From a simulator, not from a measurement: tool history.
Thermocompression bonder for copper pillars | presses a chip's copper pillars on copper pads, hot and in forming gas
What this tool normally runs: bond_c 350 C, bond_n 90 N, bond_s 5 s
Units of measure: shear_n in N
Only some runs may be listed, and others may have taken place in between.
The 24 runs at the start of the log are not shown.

| run | hour | bond_c | bond_n | bond_s | hours of work since the heater was calibrated | hours of work since the force cell was calibrated | hours of work since the gas filter was changed | shear_n |
|---|---|---|---|---|---|---|---|---|
| 25 | 207.5 | 320 | 80 | 5 | 164 | 128 | 7 | 58.2 |
| 26 | 215.6 | 320 | 80 | 5 | 168 | 131 | 10 | 57.9 |
| 27 | 222.1 | 320 | 80 | 5 | 171 | 134 | 13 | 57.5 |
| 28 | 230.2 | 373 | 100 | 12 | 174 | 138 | 17 | 109.2 |
| 29 | 237.1 | 350 | 90 | 3 | 177 | 141 | 20 | 70.7 |
| 30 | 244.5 | 350 | 80 | 5 | 180 | 144 | 23 | 77.3 |
| 31 | 249.7 | 350 | 90 | 9 | 183 | 146 | 25 | 92.7 |
| 32 | 257.1 | 376 | 80 | 13 | 186 | 149 | 28 | 107.4 |
| 33 | 266.5 | 380 | 106 | 12 | 190 | 153 | 32 | 112.5 |
| 34 | 272.1 | 380 | 106 | 12 | 192 | 156 | 35 | 111.6 |
| 35 | 277.4 | 380 | 106 | 12 | 194 | 158 | 37 | 110.9 |
| 36 | 286.7 | 359 | 92 | 5 | 198 | 162 | 41 | 86.8 |
| 37 | 296.8 | 364 | 90 | 5 | 203 | 166 | 45 | 88.6 |
| 38 | 303.2 | 364 | 90 | 5 | 206 | 169 | 48 | 90.3 |
| 39 | 309.9 | 364 | 89 | 3 | 208 | 172 | 51 | 78.5 |
| 40 | 316.6 | 326 | 113 | 10 | 211 | 175 | 54 | 88.4 |

What if the next run were any one of these 3? Each begins from the tool's condition after run 40:
| A | 324.1 | 366 | 61 | 5 | 215 | 178 | 57 | ? |
| B | 324.1 | 349 | 64 | 5 | 215 | 178 | 57 | ? |
| C | 324.1 | 367 | 90 | 5 | 215 | 178 | 57 | ? |

| run | shear_n |
|---|---|
| A | 77.8 |
| B | 68.1 |
| C | 91.4 |
Had the tool no hidden state, the same runs would have come out as:
| run | shear_n |
|---|---|
| A | 77.9 |
| B | 68.2 |
| C | 91.5 |
